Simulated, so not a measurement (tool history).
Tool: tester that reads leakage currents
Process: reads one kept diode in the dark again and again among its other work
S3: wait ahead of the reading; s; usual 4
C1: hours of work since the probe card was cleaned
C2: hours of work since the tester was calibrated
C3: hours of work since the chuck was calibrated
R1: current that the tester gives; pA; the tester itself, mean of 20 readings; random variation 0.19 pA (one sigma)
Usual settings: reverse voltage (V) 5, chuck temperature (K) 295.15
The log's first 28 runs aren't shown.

{"run": 29, "day": 183.425, "reverse voltage (V)": 6.65, "chuck temperature (K)": 317.15, "S3": 1.05, "C1": 1157, "C2": 1157, "C3": 1940, "R1": 513.06}
{"run": 30, "day": 189.242, "reverse voltage (V)": 5, "chuck temperature (K)": 319.15, "S3": 4, "C1": 1268, "C2": 1268, "C3": 2050, "R1": 509.62}
{"day": 190.408, "done": "chuck's temperature calibrated"}
{"run": 31, "day": 194.346, "reverse voltage (V)": 5, "chuck temperature (K)": 319.15, "S3": 4, "C1": 1363, "C2": 1363, "C3": 75, "R1": 512.3}
{"run": 32, "day": 202.254, "reverse voltage (V)": 5, "chuck temperature (K)": 297.15, "S3": 4, "C1": 1514, "C2": 1514, "C3": 225, "R1": 74.25}
{"run": 33, "day": 210.358, "reverse voltage (V)": 3.76, "chuck temperature (K)": 296.15, "S3": 2.54, "C1": 1668, "C2": 1668, "C3": 380, "R1": 57.97}
{"run": 34, "day": 217.938, "reverse voltage (V)": 3.76, "chuck temperature (K)": 296.15, "S3": 2.54, "C1": 1812, "C2": 1812, "C3": 524, "R1": 57.85}
{"run": 35, "day": 222.25, "reverse voltage (V)": 5, "chuck temperature (K)": 330.15, "S3": 0.3, "C1": 1894, "C2": 1894, "C3": 606, "R1": 1226.13}
{"run": 36, "day": 229.388, "reverse voltage (V)": 1.64, "chuck temperature (K)": 295.15, "S3": 0.56, "C1": 2030, "C2": 2030, "C3": 742, "R1": 33.92}
{"run": 37, "day": 235.7, "reverse voltage (V)": 1.64, "chuck temperature (K)": 295.15, "S3": 0.56, "C1": 2150, "C2": 2150, "C3": 862, "R1": 34.13}
{"run": 38, "day": 244.3, "reverse voltage (V)": 19.82, "chuck temperature (K)": 308.15, "S3": 0.77, "C1": 2313, "C2": 2313, "C3": 1025, "R1": 441.26}
{"run": 39, "day": 251.492, "reverse voltage (V)": 1.96, "chuck temperature (K)": 297.15, "S3": 4, "C1": 2450, "C2": 2450, "C3": 1162, "R1": 44.16}
{"run": 40, "day": 259.596, "reverse voltage (V)": 5, "chuck temperature (K)": 306.15, "S3": 4, "C1": 2604, "C2": 2604, "C3": 1316, "R1": 169.43}

Forecast each of these 4 alternatives for the next run:
{"run": "A", "day": 268.246, "reverse voltage (V)": 4.16, "chuck temperature (K)": 306.15, "S3": 3.85, "C1": 2769, "C2": 2769, "C3": 1481, "R1": "?"}
{"run": "B", "day": 268.246, "reverse voltage (V)": 1.2, "chuck temperature (K)": 317.15, "S3": 9.59, "C1": 2769, "C2": 2769, "C3": 1481, "R1": "?"}
{"run": "C", "day": 268.246, "reverse voltage (V)": 2.97, "chuck temperature (K)": 295.15, "S3": 4, "C1": 2769, "C2": 2769, "C3": 1481, "R1": "?"}
{"run": "D", "day": 268.246, "reverse voltage (V)": 19.02, "chuck temperature (K)": 300.15, "S3": 3.5, "C1": 2769, "C2": 2769, "C3": 1481, "R1": "?"}

run=A R1=152.02
run=B R1=197.13
run=C R1=46.06
run=D R1=207.82
Without the tool's hidden state the same runs would have given:
run=A R1=151.88
run=B R1=196.99
run=C R1=46
run=D R1=207.49
